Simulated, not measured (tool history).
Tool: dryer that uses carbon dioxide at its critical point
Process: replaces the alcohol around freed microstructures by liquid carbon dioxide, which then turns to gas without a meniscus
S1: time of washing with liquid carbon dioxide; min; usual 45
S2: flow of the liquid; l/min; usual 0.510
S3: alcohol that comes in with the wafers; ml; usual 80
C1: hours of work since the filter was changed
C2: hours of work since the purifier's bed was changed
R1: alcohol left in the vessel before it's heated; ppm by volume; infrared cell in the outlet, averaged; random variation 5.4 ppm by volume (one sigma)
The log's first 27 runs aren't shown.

Run 28, hour 658.0: usual settings but S3 46 ml; C1 191; C2 458. Result: R1 221 ppm by volume.
Run 29, hour 677.8: usual settings but S1 56 min, S2 0.435 l/min, S3 98 ml; C1 198; C2 465. Result: R1 275 ppm by volume.
Run 30, hour 705.5: usual settings but S1 36 min, S3 58 ml; C1 208; C2 475. Result: R1 453 ppm by volume.
Run 31, hour 738.9: usual settings but S1 59 min, S3 32 ml; C1 220; C2 487. Result: R1 128 ppm by volume.
Run 32, hour 758.2: usual settings but S1 43 min, S3 27 ml; C1 227; C2 494. Result: R1 209 ppm by volume.
Run 33, hour 776.5: usual settings but S1 31 min, S2 0.755 l/min, S3 30 ml; C1 234; C2 501. Result: R1 184 ppm by volume.
Run 34, hour 804.2: usual settings but S2 0.418 l/min, S3 36 ml; C1 244; C2 511. Result: R1 329 ppm by volume.
Run 35, hour 826.9: usual settings but S2 0.807 l/min; C1 252; C2 519. Result: R1 138 ppm by volume.
Run 36, hour 846.2: usual settings but S1 48 min, S2 0.807 l/min, S3 95 ml; C1 259; C2 526. Result: R1 135 ppm by volume.
Run 37, hour 862.8: usual settings but S1 28 min; C1 265; C2 532. Result: R1 1270 ppm by volume.
Run 38, hour 897.4: usual settings but S1 51 min, S2 0.758 l/min, S3 53 ml; C1 278; C2 545. Result: R1 139 ppm by volume.
Run 39, hour 918.6: usual settings but S1 51 min, S2 0.758 l/min, S3 53 ml; C1 285; C2 553. Result: R1 136 ppm by volume.
Run 40, hour 934.6: usual settings but S2 0.376 l/min; C1 291; C2 559. Result: R1 799 ppm by volume.
Run 41, hour 962.0: usual settings but S1 46 min, S2 0.376 l/min, S3 33 ml; C1 301; C2 569. Result: R1 396 ppm by volume.
Run 42, hour 996.4: usual settings but S1 46 min, S2 0.376 l/min, S3 33 ml; C1 314; C2 581. Result: R1 412 ppm by volume.
Run 43, hour 1030.1: usual settings but S1 30 min, S2 0.822 l/min, S3 108 ml; C1 326; C2 593. Result: R1 360 ppm by volume.
Run 44, hour 1051.6: usual settings but S1 35 min, S2 0.572 l/min, S3 25 ml; C1 334; C2 601. Result: R1 277 ppm by volume.
Run 45, hour 1068.2: usual settings but S1 53 min, S2 0.593 l/min; C1 340; C2 607. Result: R1 191 ppm by volume.
Run 46, hour 1101.1: usual settings but S1 53 min, S2 0.593 l/min; C1 352; C2 619. Result: R1 186 ppm by volume.

4 ways to go on from here, each from the tool as it stands after run 46. What would each give?
Run A, hour 1125.9: usual settings but S2 0.626 l/min, S3 36 ml; C1 361; C2 628. Result: R1 ?.
Run B, hour 1125.9: usual settings but S2 0.675 l/min; C1 361; C2 628. Result: R1 ?.
Run C, hour 1125.9: usual settings but S1 43 min, S2 0.455 l/min, S3 69 ml; C1 361; C2 628. Result: R1 ?.
Run D, hour 1125.9: usual settings but S1 52 min, S2 0.593 l/min, S3 22 ml; C1 361; C2 628. Result: R1 ?.

run   R1
  A  177
  B  189
  C  524
  D  168
Without the tool's hidden state the same runs would have given:
run   R1
  A   20
  B   18
  C  239
  D   17
